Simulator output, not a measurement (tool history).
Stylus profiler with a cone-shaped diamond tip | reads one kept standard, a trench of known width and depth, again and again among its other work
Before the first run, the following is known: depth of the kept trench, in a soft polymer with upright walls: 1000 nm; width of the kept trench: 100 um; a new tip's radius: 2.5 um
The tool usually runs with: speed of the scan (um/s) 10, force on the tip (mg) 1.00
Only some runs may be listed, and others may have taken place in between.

run,day,speed of the scan (um/s),force on the tip (mg),depth of the trench (angstrom),width of the trench's floor (um)
1,0.000,10,1.00,10055.9,94.93
2,2.712,10,1.00,10053.3,94.69
3,5.412,10,1.00,10049.8,94.54
4,8.338,3,1.00,10049.3,94.38
5,10.850,8,1.00,10044.3,94.24
6,13.000,10,2.11,10078.9,94.11
7,16.075,10,2.11,10081.7,93.95
8,18.975,10,2.11,10078.2,93.79
9,20.771,10,2.11,10073.9,93.61
10,23.546,10,1.00,10037.5,93.52
11,25.421,10,1.00,10034.8,93.44
12,27.038,10,1.00,10037.1,93.35
13,29.608,10,1.00,10031.8,93.16
14,32.550,35,2.78,10083.5,92.96
15,35.254,10,2.32,10076.7,92.88
16,37.329,10,2.32,10075.4,92.79
17,39.771,6,1.26,10033.6,92.68
18,41.871,4,0.53,10005.2,92.58
19,43.162,10,1.84,10052.3,92.60
20,44.725,5,0.42,9995.3,92.48
21,46.104,26,1.00,10023.6,92.24
# day 48.362: new tip fitted, height scale calibrated
22,48.638,26,1.00,10067.7,95.73
23,51.800,2,1.81,10092.9,95.72

Predict each of these 3 candidate next runs independently; none follows another, all start after run 23:
A,54.854,9,2.33,?,?
B,54.854,25,2.68,?,?
C,54.854,8,0.36,?,?

run,depth of the trench (angstrom),width of the trench's floor (um)
A,10107.6,95.44
B,10118.6,95.37
C,10032.7,95.40
Stripped of hidden state, with their random variation kept, the same runs would have yielded:
run,depth of the trench (angstrom),width of the trench's floor (um)
A,10106.2,95.97
B,10117.3,95.91
C,10031.3,95.94
